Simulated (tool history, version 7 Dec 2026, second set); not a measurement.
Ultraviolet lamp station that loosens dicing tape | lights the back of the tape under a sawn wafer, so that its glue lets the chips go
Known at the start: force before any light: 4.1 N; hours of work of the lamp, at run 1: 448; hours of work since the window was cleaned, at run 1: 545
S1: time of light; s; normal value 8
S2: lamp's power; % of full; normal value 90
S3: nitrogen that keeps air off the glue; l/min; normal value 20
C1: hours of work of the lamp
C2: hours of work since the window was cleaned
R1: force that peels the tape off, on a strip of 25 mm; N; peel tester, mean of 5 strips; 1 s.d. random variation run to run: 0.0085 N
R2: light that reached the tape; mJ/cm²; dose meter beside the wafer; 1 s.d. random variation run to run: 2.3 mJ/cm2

run,day,S1,S2,S3,C1,C2,R1,R2
1,0,8,90,20,448,545,0.644,151
2,1.858,8,90,20,481,578,0.643,149
3,2.838,8,90,16,498,595,0.725,146
4,3.725,8,65,20,514,611,1.055,101
# day 4.238: window cleaned of glue's vapour
5,5.308,8,65,20,541,19,0.934,112
6,6.267,8,65,20,558,36,0.972,114
7,7.912,11,90,39,587,64,0.339,203
8,9.633,11,90,39,617,95,0.338,196
9,10.85,9,99,20,638,116,0.52,172
10,12.908,15,95,28,675,152,0.253,265

For each run, the measured value with the value that run would have given without the tool's hidden condition subtracted. The run-to-run variation is shared by both, the gauge scatter possibly not:
Unlogged tool condition in this case: lamp's light, % of a new lamp's; light that the window lets through, % of a clean one's; drift of the gauge itself on peel_n, %; drift of the gauge itself on dose_mj_cm2, %.
run,R1,R2
1,+0.294,-76
2,+0.308,-80
3,+0.359,-83
4,+0.51,-62
5,+0.396,-53
6,+0.422,-54
7,+0.113,-109
8,+0.125,-115
9,+0.251,-109
10,+0.056,-183
